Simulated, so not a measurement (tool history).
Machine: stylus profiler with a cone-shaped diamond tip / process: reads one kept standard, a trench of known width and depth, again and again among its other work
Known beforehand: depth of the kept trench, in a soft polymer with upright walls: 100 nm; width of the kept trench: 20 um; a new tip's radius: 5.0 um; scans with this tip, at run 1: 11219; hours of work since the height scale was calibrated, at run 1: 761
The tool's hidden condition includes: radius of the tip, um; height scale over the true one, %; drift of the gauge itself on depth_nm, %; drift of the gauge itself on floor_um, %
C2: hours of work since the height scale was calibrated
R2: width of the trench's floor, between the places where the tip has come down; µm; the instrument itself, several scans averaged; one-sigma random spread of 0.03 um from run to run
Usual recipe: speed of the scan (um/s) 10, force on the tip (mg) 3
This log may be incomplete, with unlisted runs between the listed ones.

run 1 day=0 | speed_of_the_scan_(um/s)=10 force_on_the_tip_(mg)=3 | scans_with_this_tip=11219 C2=761 | depth_of_the_trench_(Å)=1016.6 R2=17.43
run 2 day=0.6 | speed_of_the_scan_(um/s)=10 force_on_the_tip_(mg)=3 | scans_with_this_tip=11364 C2=771 | depth_of_the_trench_(Å)=1016.4 R2=17.47
run 3 day=1.4 | speed_of_the_scan_(um/s)=10 force_on_the_tip_(mg)=3 | scans_with_this_tip=11556 C2=784 | depth_of_the_trench_(Å)=1016.4 R2=17.41
run 4 day=2.071 | speed_of_the_scan_(um/s)=10 force_on_the_tip_(mg)=3 | scans_with_this_tip=11718 C2=795 | depth_of_the_trench_(Å)=1016.8 R2=17.41
run 5 day=2.717 | speed_of_the_scan_(um/s)=10 force_on_the_tip_(mg)=1.76 | scans_with_this_tip=11874 C2=806 | depth_of_the_trench_(Å)=1012.2 R2=17.46
run 6 day=3.192 | speed_of_the_scan_(um/s)=10 force_on_the_tip_(mg)=1.76 | scans_with_this_tip=11987 C2=813 | depth_of_the_trench_(Å)=1012.9 R2=17.45
run 7 day=3.717 | speed_of_the_scan_(um/s)=10 force_on_the_tip_(mg)=1.76 | scans_with_this_tip=12114 C2=822 | depth_of_the_trench_(Å)=1011.7 R2=17.43
run 8 day=4.442 | speed_of_the_scan_(um/s)=10 force_on_the_tip_(mg)=1.76 | scans_with_this_tip=12289 C2=834 | depth_of_the_trench_(Å)=1012.4 R2=17.4
run 9 day=4.846 | speed_of_the_scan_(um/s)=10 force_on_the_tip_(mg)=1.76 | scans_with_this_tip=12386 C2=841 | depth_of_the_trench_(Å)=1012 R2=17.43
run 10 day=5.679 | speed_of_the_scan_(um/s)=10 force_on_the_tip_(mg)=1.76 | scans_with_this_tip=12586 C2=854 | depth_of_the_trench_(Å)=1011.6 R2=17.39
run 11 day=6.492 | speed_of_the_scan_(um/s)=10 force_on_the_tip_(mg)=1.76 | scans_with_this_tip=12783 C2=867 | depth_of_the_trench_(Å)=1012.3 R2=17.41
run 12 day=7.217 | speed_of_the_scan_(um/s)=3 force_on_the_tip_(mg)=6.44 | scans_with_this_tip=12957 C2=879 | depth_of_the_trench_(Å)=1025.7 R2=17.47
run 13 day=7.625 | speed_of_the_scan_(um/s)=3 force_on_the_tip_(mg)=6.44 | scans_with_this_tip=13055 C2=886 | depth_of_the_trench_(Å)=1026.1 R2=17.51
run 14 day=8.404 | speed_of_the_scan_(um/s)=19 force_on_the_tip_(mg)=5.03 | scans_with_this_tip=13243 C2=899 | depth_of_the_trench_(Å)=1021.9 R2=17.41
run 15 day=9.121 | speed_of_the_scan_(um/s)=19 force_on_the_tip_(mg)=5.03 | scans_with_this_tip=13416 C2=910 | depth_of_the_trench_(Å)=1023 R2=17.33
run 16 day=9.912 | speed_of_the_scan_(um/s)=22 force_on_the_tip_(mg)=1.77 | scans_with_this_tip=13606 C2=923 | depth_of_the_trench_(Å)=1012.7 R2=17.24
run 17 day=10.583 | speed_of_the_scan_(um/s)=14 force_on_the_tip_(mg)=2.54 | scans_with_this_tip=13768 C2=934 | depth_of_the_trench_(Å)=1014.3 R2=17.36
run 18 day=11.029 | speed_of_the_scan_(um/s)=14 force_on_the_tip_(mg)=2.54 | scans_with_this_tip=13875 C2=942 | depth_of_the_trench_(Å)=1015.1 R2=17.31

Here are 4 independent what-if runs from the current tool condition. What would each one return?
run A day=11.375 | speed_of_the_scan_(um/s)=23 force_on_the_tip_(mg)=3 | scans_with_this_tip=13958 C2=947 | depth_of_the_trench_(Å)=? R2=?
run B day=11.375 | speed_of_the_scan_(um/s)=2 force_on_the_tip_(mg)=2.54 | scans_with_this_tip=13958 C2=947 | depth_of_the_trench_(Å)=? R2=?
run C day=11.375 | speed_of_the_scan_(um/s)=12 force_on_the_tip_(mg)=6.48 | scans_with_this_tip=13958 C2=947 | depth_of_the_trench_(Å)=? R2=?
run D day=11.375 | speed_of_the_scan_(um/s)=19 force_on_the_tip_(mg)=5.8 | scans_with_this_tip=13958 C2=947 | depth_of_the_trench_(Å)=? R2=?

run=A depth_of_the_trench_(Å)=1017 R2=17.31
run=B depth_of_the_trench_(Å)=1014.7 R2=17.43
run=C depth_of_the_trench_(Å)=1026.1 R2=17.34
run=D depth_of_the_trench_(Å)=1024.5 R2=17.31
Stripped of hidden state, with their random variation kept, the same runs would have yielded:
run=A depth_of_the_trench_(Å)=1014.3 R2=17.89
run=B depth_of_the_trench_(Å)=1012 R2=18.01
run=C depth_of_the_trench_(Å)=1023.3 R2=17.92
run=D depth_of_the_trench_(Å)=1021.8 R2=17.89
